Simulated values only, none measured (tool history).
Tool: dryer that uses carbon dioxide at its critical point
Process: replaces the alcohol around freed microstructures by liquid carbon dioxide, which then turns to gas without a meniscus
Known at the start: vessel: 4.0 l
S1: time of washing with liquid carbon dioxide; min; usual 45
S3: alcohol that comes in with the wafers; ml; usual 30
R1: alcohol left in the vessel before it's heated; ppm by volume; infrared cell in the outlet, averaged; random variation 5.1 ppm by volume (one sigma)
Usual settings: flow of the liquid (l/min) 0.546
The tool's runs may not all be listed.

Run 1, hour 0: usual settings. Result: R1 88 ppm by volume.
Run 2, hour 11.2: usual settings but flow of the liquid (l/min) 0.507. Result: R1 106 ppm by volume.
Run 3, hour 26.4: usual settings but flow of the liquid (l/min) 0.507. Result: R1 123 ppm by volume.
Run 4, hour 44.3: usual settings. Result: R1 96 ppm by volume.
Run 5, hour 61.7: usual settings. Result: R1 91 ppm by volume.
Run 6, hour 75.6: usual settings. Result: R1 94 ppm by volume.
Run 7, hour 91.4: usual settings but S1 34 min. Result: R1 259 ppm by volume.
Run 8, hour 105: usual settings but S1 34 min. Result: R1 266 ppm by volume.
Run 9, hour 116.9: usual settings. Result: R1 90 ppm by volume.
Run 10, hour 128.8: usual settings. Result: R1 100 ppm by volume.
Run 11, hour 137: usual settings but flow of the liquid (l/min) 0.349. Result: R1 432 ppm by volume.
Run 12, hour 147.7: usual settings but flow of the liquid (l/min) 0.349. Result: R1 421 ppm by volume.
Run 13, hour 156: usual settings but flow of the liquid (l/min) 0.349. Result: R1 438 ppm by volume.
Run 14, hour 171.5: usual settings but flow of the liquid (l/min) 0.353. Result: R1 416 ppm by volume.
Run 15, hour 181.6: usual settings but S3 20 ml. Result: R1 77 ppm by volume.
Run 16, hour 192.6: usual settings but S3 36 ml. Result: R1 122 ppm by volume.
Run 17, hour 205.6: usual settings but flow of the liquid (l/min) 0.576. Result: R1 98 ppm by volume.
Run 18, hour 217.9: usual settings but flow of the liquid (l/min) 0.576. Result: R1 96 ppm by volume.
Run 19, hour 227.8: usual settings but flow of the liquid (l/min) 0.576. Result: R1 92 ppm by volume.
Run 20, hour 242.3: usual settings but S1 29 min. Result: R1 469 ppm by volume.
Run 21, hour 252.1: usual settings but S1 29 min. Result: R1 463 ppm by volume.
Run 22, hour 266.4: usual settings but S1 29 min. Result: R1 454 ppm by volume.
Run 23, hour 275.9: usual settings but flow of the liquid (l/min) 0.769. Result: R1 31 ppm by volume.
Run 24, hour 291.2: usual settings but flow of the liquid (l/min) 0.769. Result: R1 44 ppm by volume.
Run 25, hour 304.6: usual settings but flow of the liquid (l/min) 0.41, S3 84 ml. Result: R1 799 ppm by volume.
Run 26, hour 314.5: usual settings but flow of the liquid (l/min) 0.41, S3 84 ml. Result: R1 807 ppm by volume.
Run 27, hour 323.9: usual settings but S1 31 min, flow of the liquid (l/min) 0.884, S3 38 ml. Result: R1 111 ppm by volume.
Run 28, hour 337.1: usual settings but S1 31 min, flow of the liquid (l/min) 0.884, S3 38 ml. Result: R1 110 ppm by volume.
Run 29, hour 351.8: usual settings but S1 31 min, flow of the liquid (l/min) 0.884, S3 38 ml. Result: R1 123 ppm by volume.
Run 30, hour 365.6: usual settings but S1 35 min, flow of the liquid (l/min) 0.46. Result: R1 463 ppm by volume.
Run 31, hour 380: usual settings but S1 59 min, S3 42 ml. Result: R1 65 ppm by volume.
Run 32, hour 393.9: usual settings but S1 49 min, S3 43 ml. Result: R1 130 ppm by volume.
Run 33, hour 407.7: usual settings but S1 67 min, flow of the liquid (l/min) 0.459, S3 115 ml. Result: R1 159 ppm by volume.
Run 34, hour 417.4: usual settings but S1 67 min, flow of the liquid (l/min) 0.458, S3 62 ml. Result: R1 113 ppm by volume.
Run 35, hour 426.1: usual settings but S1 67 min, flow of the liquid (l/min) 0.458, S3 62 ml. Result: R1 103 ppm by volume.
Run 36, hour 435.4: usual settings but S1 67 min, flow of the liquid (l/min) 0.458, S3 62 ml. Result: R1 107 ppm by volume.
Run 37, hour 447.6: usual settings but flow of the liquid (l/min) 0.458, S3 41 ml. Result: R1 318 ppm by volume.
Run 38, hour 456: usual settings but S1 29 min, flow of the liquid (l/min) 0.458, S3 114 ml. Result: R1 2948 ppm by volume.
Run 39, hour 470.6: usual settings but S1 56 min, flow of the liquid (l/min) 0.586, S3 114 ml. Result: R1 134 ppm by volume.
Run 40, hour 480.6: usual settings but S1 56 min, flow of the liquid (l/min) 0.586, S3 114 ml. Result: R1 147 ppm by volume.
Run 41, hour 498.1: usual settings but S1 31 min, flow of the liquid (l/min) 0.635, S3 22 ml. Result: R1 228 ppm by volume.
Run 42, hour 513.9: usual settings but flow of the liquid (l/min) 0.609. Result: R1 107 ppm by volume.
Run 43, hour 529.5: usual settings but flow of the liquid (l/min) 0.609. Result: R1 119 ppm by volume.
Run 44, hour 537.3: usual settings but S1 28 min, flow of the liquid (l/min) 0.61, S3 92 ml. Result: R1 1316 ppm by volume.
Run 45, hour 547.4: usual settings but S1 28 min. Result: R1 610 ppm by volume.
Run 46, hour 565.4: usual settings but S1 57 min, flow of the liquid (l/min) 0.746, S3 83 ml. Result: R1 49 ppm by volume.
Run 47, hour 573.8: usual settings but S1 64 min, flow of the liquid (l/min) 0.845, S3 83 ml. Result: R1 41 ppm by volume.

Hidden state or all else? Some run-to-run changes of R1, split into what the settings, what came in and random variation would give without the hidden state, and what is left for the hidden state (with any gauge scatter that isn't in both results):
The hidden state here: flow that reaches the vessel past the clogged filter, %; alcohol in the recycled carbon dioxide, ppm; drift of the gauge itself on alcohol_ppm, %.
Run 37 -> 38: S1 45 -> 29, S3 41 -> 114. R1 +2630 ppm by volume: hidden state +610, all else +2020.
Run 38 -> 39: S1 29 -> 56, flow of the liquid (l/min) 0.458 -> 0.586. R1 -2814 ppm by volume: hidden state -658, all else -2156.
Run 43 -> 44: S1 45 -> 28, flow of the liquid (l/min) 0.609 -> 0.61, S3 30 -> 92. R1 +1197 ppm by volume: hidden state +393, all else +804.
